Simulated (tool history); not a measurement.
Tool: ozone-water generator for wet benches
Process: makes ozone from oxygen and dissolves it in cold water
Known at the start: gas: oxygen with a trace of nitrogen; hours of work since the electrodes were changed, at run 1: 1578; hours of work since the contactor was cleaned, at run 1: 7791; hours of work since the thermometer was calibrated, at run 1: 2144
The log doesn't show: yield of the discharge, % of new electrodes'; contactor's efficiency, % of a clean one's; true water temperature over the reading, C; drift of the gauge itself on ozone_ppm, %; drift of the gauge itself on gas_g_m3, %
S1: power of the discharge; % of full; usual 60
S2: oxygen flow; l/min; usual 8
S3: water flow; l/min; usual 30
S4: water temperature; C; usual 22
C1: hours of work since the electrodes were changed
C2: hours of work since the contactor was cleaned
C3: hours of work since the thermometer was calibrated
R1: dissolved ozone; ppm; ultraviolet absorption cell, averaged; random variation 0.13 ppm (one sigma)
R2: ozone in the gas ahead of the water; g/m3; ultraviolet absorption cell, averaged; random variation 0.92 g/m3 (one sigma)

run     day  S1     S2  S3  S4    C1    C2    C3    R1     R2
  1       0  60      8  30  22  1578  7791  2144  13.2  152.9
  2   5.617  60      8  30  22  1684  7897  2249  13.4  150.5
  3   8.429  60      8  19  22  1737  7950  2302  17.9  151.2
  4  11.892  60      8  30  22  1802  8015  2367  13.2  149.7
  5  17.021  60      8  30  22  1898  8112  2464  13.3  150.8
  6  21.696  60      8  30  22  1986  8200  2552  13.5  151.3
  7  25.933  50      8  30  22  2066  8279  2632  11.7  132.4
  8  30.417  41      8  30  22  2150  8364  2716    10  112.2
  9  35.504  41      8  30  22  2246  8459  2812   9.9  112.9
 10    38.5  60      8  30  27  2303  8516  2868  12.2  150.1
 11  42.621  60      8  30  27  2380  8593  2946  12.1  149.6
 12   46.25  60  10.61  30  23  2448  8662  3014  13.3  135.2
 13  50.238  60   9.91  30  14  2523  8737  3089  15.3  138.6
 14  54.975  74   9.91  39  14  2613  8826  3178  14.7  160.9
 15  59.833  74   9.91  27  14  2704  8917  3269  19.3    161
 16  62.779  73  10.03  27  22  2759  8973  3325    17  159.9
 17  68.042  88  10.03  45  22  2858  9072  3424  13.6  182.9
 18  70.342  50      8  42  19  2902  9115  3467   9.3  130.6
 19  73.638  55      8  29  22  2964  9177  3529  12.5  138.1

Forecast each of these 5 alternatives for the next run:
  A  76.096  41  13.17  30  22  3010  9223  3575   ?   ?
  B  76.096  42   6.22  30  20  3010  9223  3575   ?   ?
  C  76.096  75  10.46  22  22  3010  9223  3575   ?   ?
  D  76.096  55  10.03  25  18  3010  9223  3575   ?   ?
  E  76.096  60      8  30  21  3010  9223  3575   ?   ?

run    R1     R2
  A  10.3   92.7
  B    10  124.6
  C  19.4  159.3
  D    15  128.1
  E  13.5  147.3
Without the tool's hidden state the same runs would have given:
run    R1     R2
  A  10.9   95.1
  B  10.5  127.9
  C  20.9  166.6
  D  16.1  132.6
  E  14.5    153
